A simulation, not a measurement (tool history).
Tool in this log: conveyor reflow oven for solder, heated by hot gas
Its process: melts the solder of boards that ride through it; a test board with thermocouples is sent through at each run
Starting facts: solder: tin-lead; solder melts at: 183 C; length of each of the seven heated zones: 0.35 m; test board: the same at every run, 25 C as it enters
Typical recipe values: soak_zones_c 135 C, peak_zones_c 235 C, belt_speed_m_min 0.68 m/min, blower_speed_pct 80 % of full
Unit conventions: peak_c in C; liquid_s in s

| run | hour | soak_zones_c | peak_zones_c | belt_speed_m_min | blower_speed_pct | peak_c | liquid_s |
|---|---|---|---|---|---|---|---|
| 1 | 0 | 135 | 235 | 0.68 | 80 | 222.2 | 49.3 |
| 2 | 18.7 | 135 | 235 | 0.68 | 80 | 222.3 | 48.9 |
| 3 | 32.7 | 135 | 235 | 0.68 | 80 | 222.3 | 48.7 |
| 4 | 51.4 | 135 | 235 | 0.751 | 80 | 219.2 | 42.5 |
| 5 | 71 | 135 | 235 | 0.751 | 80 | 219.6 | 42.5 |
| 6 | 88 | 135 | 235 | 0.751 | 80 | 219.3 | 42.7 |
| 7 | 98.8 | 135 | 235 | 0.751 | 80 | 219.1 | 42.1 |
| 8 | 112.5 | 135 | 235 | 0.652 | 80 | 223.6 | 51.6 |
| 9 | 132.9 | 135 | 235 | 0.68 | 80 | 222.2 | 49.2 |
| 10 | 149.4 | 135 | 235 | 0.68 | 80 | 222.1 | 48.8 |
| 11 | 160.3 | 135 | 235 | 0.68 | 80 | 222.2 | 49.1 |
| 12 | 170.1 | 135 | 248 | 0.68 | 80 | 234.1 | 54.4 |
| 13 | 188.2 | 135 | 235 | 0.68 | 80 | 222.4 | 48.8 |
| 14 | 208.5 | 135 | 235 | 0.68 | 80 | 222.4 | 49.2 |
| 15 | 221.9 | 135 | 235 | 0.68 | 80 | 222.3 | 49.3 |
| 16 | 242.2 | 135 | 235 | 0.784 | 80 | 218 | 39.4 |
| 17 | 253.2 | 135 | 235 | 0.662 | 85 | 223.2 | 51.5 |
| 18 | 273.1 | 135 | 235 | 0.662 | 85 | 223.9 | 51.2 |
| 19 | 282.8 | 135 | 235 | 0.662 | 85 | 224 | 51.2 |
| 20 | 298.2 | 135 | 235 | 0.662 | 85 | 224 | 51 |
| 21 | 307 | 135 | 235 | 0.662 | 85 | 223.8 | 51.4 |
| 22 | 322.4 | 135 | 235 | 0.662 | 85 | 224 | 51.3 |
| 23 | 337.6 | 135 | 233 | 0.701 | 80 | 220 | 46 |
| 24 | 350.2 | 144 | 225 | 0.768 | 67 | 209.4 | 37.4 |
| 25 | 370.4 | 144 | 224 | 0.768 | 58 | 207.1 | 35.5 |
| 26 | 389 | 140 | 226 | 0.794 | 54 | 205.9 | 31.8 |
| 27 | 398.5 | 140 | 226 | 0.794 | 54 | 205.5 | 31.9 |
| 28 | 408.6 | 136 | 235 | 0.68 | 80 | 222.7 | 49.2 |
| 29 | 427.4 | 127 | 235 | 0.733 | 60 | 215.2 | 38.5 |

Missing from the log above: 1 entry noted between runs. For each, name the pair of listed runs it sits between and say how the tool's hidden condition differs from the listed run just before to the listed run just after:
Run 13 -> run 14: flux residue cleaned out of gas plates and filters (hour 206.9)
  heat that the gas passes to the board, % of a clean oven's: 99.3 -> 100; true gas temperature in zones 6 and 7 over the reading, C: -0.01 -> 0
